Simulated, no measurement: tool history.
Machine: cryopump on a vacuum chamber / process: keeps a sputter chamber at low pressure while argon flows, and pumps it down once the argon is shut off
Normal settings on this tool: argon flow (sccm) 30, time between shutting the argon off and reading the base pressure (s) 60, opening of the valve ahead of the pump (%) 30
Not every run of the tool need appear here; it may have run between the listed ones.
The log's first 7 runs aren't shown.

| run | hour | argon flow (sccm) | time between shutting the argon off and reading the base pressure (s) | opening of the valve ahead of the pump (%) | pressure while argon flows (Pa) | pressure after the wait (uPa) |
|---|---|---|---|---|---|---|
| 8 | 86.1 | 30 | 60 | 46 | 0.0623 | 1.64 |
| 9 | 103.8 | 30 | 60 | 46 | 0.0628 | 1.68 |
| 10 | 112 | 30 | 60 | 46 | 0.0637 | 1.69 |
| 11 | 119.3 | 30 | 60 | 46 | 0.0624 | 1.78 |
| 12 | 131.9 | 30 | 60 | 46 | 0.0625 | 1.79 |
| 13 | 144.3 | 30 | 60 | 46 | 0.0626 | 1.75 |
| 14 | 156.1 | 30 | 60 | 46 | 0.0624 | 1.72 |
| 15 | 172.6 | 30 | 60 | 46 | 0.0621 | 1.7 |
| 16 | 187.6 | 26 | 60 | 30 | 0.0819 | 1.69 |
| 17 | 197.8 | 26 | 60 | 30 | 0.0826 | 1.72 |

Run 18 is up next; what results do you expect?
| 18 | 209.2 | 30 | 230 | 30 | ? | ? |

pressure while argon flows (Pa): 0.0953
pressure after the wait (uPa): 0.86
The same run, on a tool lacking any hidden state, would have yielded pressure while argon flows (Pa) 0.0922, pressure after the wait (uPa) 0.47.
